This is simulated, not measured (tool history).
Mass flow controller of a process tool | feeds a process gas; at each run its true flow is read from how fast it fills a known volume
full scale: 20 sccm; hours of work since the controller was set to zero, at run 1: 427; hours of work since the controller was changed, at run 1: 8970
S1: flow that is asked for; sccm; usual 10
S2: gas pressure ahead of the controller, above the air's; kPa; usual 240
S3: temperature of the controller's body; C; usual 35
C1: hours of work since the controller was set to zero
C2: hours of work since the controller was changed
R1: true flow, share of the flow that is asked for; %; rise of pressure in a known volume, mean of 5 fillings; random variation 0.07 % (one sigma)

| run | day | S1 | S2 | S3 | C1 | C2 | R1 |
|---|---|---|---|---|---|---|---|
| 1 | 0.000 | 10 | 240 | 35 | 427 | 8970 | 100.17 |
| 2 | 20.058 | 10 | 240 | 35 | 760 | 9302 | 100.37 |
| 3 | 42.450 | 10 | 240 | 35 | 1131 | 9673 | 100.41 |
| 4 | 65.804 | 10 | 240 | 35 | 1518 | 10060 | 100.69 |
| 5 | 80.583 | 10 | 177 | 35 | 1763 | 10305 | 101.14 |
| 6 | 95.162 | 10 | 177 | 35 | 2004 | 10547 | 101.23 |
| 7 | 117.838 | 10 | 177 | 35 | 2380 | 10923 | 101.36 |
| 8 | 129.667 | 10 | 196 | 35 | 2576 | 11119 | 101.25 |
| 9 | 147.183 | 3 | 240 | 35 | 2866 | 11409 | 102.22 |
| 10 | 170.700 | 5 | 215 | 27 | 3256 | 11799 | 102.12 |
| 11 | 188.421 | 5 | 215 | 27 | 3550 | 12092 | 102.35 |
|  | 189.708 | controller's zero set anew |
|  | 206.979 | controller exchanged for a calibrated one |
| 12 | 206.979 | 12 | 187 | 22 | 0 | 0 | 99.66 |
| 13 | 220.333 | 2 | 142 | 22 | 221 | 221 | 99.56 |
| 14 | 234.071 | 17 | 279 | 26 | 449 | 449 | 99.55 |
| 15 | 248.029 | 4 | 185 | 38 | 680 | 680 | 98.78 |
| 16 | 264.358 | 4 | 185 | 38 | 951 | 951 | 99.13 |
| 17 | 284.758 | 9 | 245 | 39 | 1289 | 1289 | 98.95 |

How the hidden state differs across the entries between the runs, from the last listed run before each to the first after it:
Between runs 11 and 12: controller's zero set anew (day 189.708); controller exchanged for a calibrated one (day 206.979)
  flow at rest that the sensor doesn't see, % of full scale: 0.406 -> 0.02; true flow over the shown one, %: 1.97 -> 0.03
  measured less the result without the state, R1: +3.60 -> +0.06 %
